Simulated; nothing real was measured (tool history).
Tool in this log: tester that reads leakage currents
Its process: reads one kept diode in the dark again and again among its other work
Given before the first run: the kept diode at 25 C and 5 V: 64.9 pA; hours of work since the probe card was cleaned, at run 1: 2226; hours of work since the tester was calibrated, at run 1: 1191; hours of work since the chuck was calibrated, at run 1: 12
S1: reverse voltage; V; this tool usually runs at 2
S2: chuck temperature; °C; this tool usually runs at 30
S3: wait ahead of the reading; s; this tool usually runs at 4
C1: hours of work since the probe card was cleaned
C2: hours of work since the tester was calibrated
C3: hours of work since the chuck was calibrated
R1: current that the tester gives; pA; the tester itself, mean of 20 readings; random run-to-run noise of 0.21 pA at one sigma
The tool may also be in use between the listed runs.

run,hour,S1,S2,S3,C1,C2,C3,R1
1,0,2,30,4,2226,1191,12,67.69
2,55.2,2,30,4,2264,1229,50,67.42
3,87.5,2,30,4,2287,1251,72,67.45
4,112,2,30,4,2303,1268,89,67.42
5,135,2,30,4,2319,1284,105,67.85
6,168.5,7.83,30,4,2342,1307,128,124.06
7,221.9,2,30,1.52,2379,1344,164,67.45
8,257.6,2,30,1.52,2404,1368,189,67.46
9,291.2,2,55,4,2427,1392,212,503.58
10,327.1,2,55,4,2451,1416,237,502.92
11,354.6,2,55,4,2470,1435,256,502.54
12,380.5,2,55,4,2488,1453,274,502.01
13,418.5,1.89,30,4,2514,1479,300,65.5
14,462.9,2,30,4,2545,1510,330,66.98
15,518.4,2,31,4,2583,1548,369,73.39
16,560.3,2,31,0.5,2612,1577,397,74.06
17,615.2,2,30,4,2650,1615,435,67.06
18,662.9,2,26,4,2683,1647,468,47.47
19,709.2,2,26,4,2714,1679,500,47.25
20,762.1,2,26,4,2751,1716,536,47.39
21,804.4,7.39,26,2.66,2780,1745,565,85.18
22,857.1,7.39,24,0.43,2816,1781,602,74.73
23,893.2,3.82,30,0.43,2841,1806,627,91.42
# hour 939.8: chuck's temperature calibrated
24,946.4,3.82,30,0.43,2876,1841,5,91.53
25,971.2,3.96,49,4,2893,1858,22,431.35
26,1000.3,5.15,30,2.36,2913,1878,42,103.2
27,1042.4,9.19,56,4,2942,1907,71,1069.88
28,1066.5,1.19,27,2.21,2959,1924,87,41.51
29,1114.8,1.19,27,2.21,2992,1957,120,41.15
30,1151.3,6.07,37,1.58,3017,1982,146,200.45
31,1196.7,6.07,44,1.58,3049,2013,177,355.25
32,1232.7,6.07,44,1.58,3073,2038,202,353.82
33,1287.7,7.77,21,7.88,3111,2076,239,55.57
34,1331.6,2,33,3.18,3142,2106,270,87.24
35,1372.9,2,33,3.18,3170,2135,298,87.13
36,1428.8,6.1,21,7.38,3208,2173,337,49.58
37,1461.8,6.1,25,0.5,3231,2196,359,73.91
38,1512,6.1,25,0.66,3266,2230,394,73.36
39,1546.7,6.1,24,4.89,3290,2254,418,65.53

How the hidden state differs across the entries between the runs, from the last listed run before each to the first after it:
From run 23 to run 24: chuck's temperature calibrated (hour 939.8)
  true chuck temperature over the reading, C: -0.03 -> 0
  the result without the hidden state subtracted from the measured one, R1: -0.14 -> +0.11 pA

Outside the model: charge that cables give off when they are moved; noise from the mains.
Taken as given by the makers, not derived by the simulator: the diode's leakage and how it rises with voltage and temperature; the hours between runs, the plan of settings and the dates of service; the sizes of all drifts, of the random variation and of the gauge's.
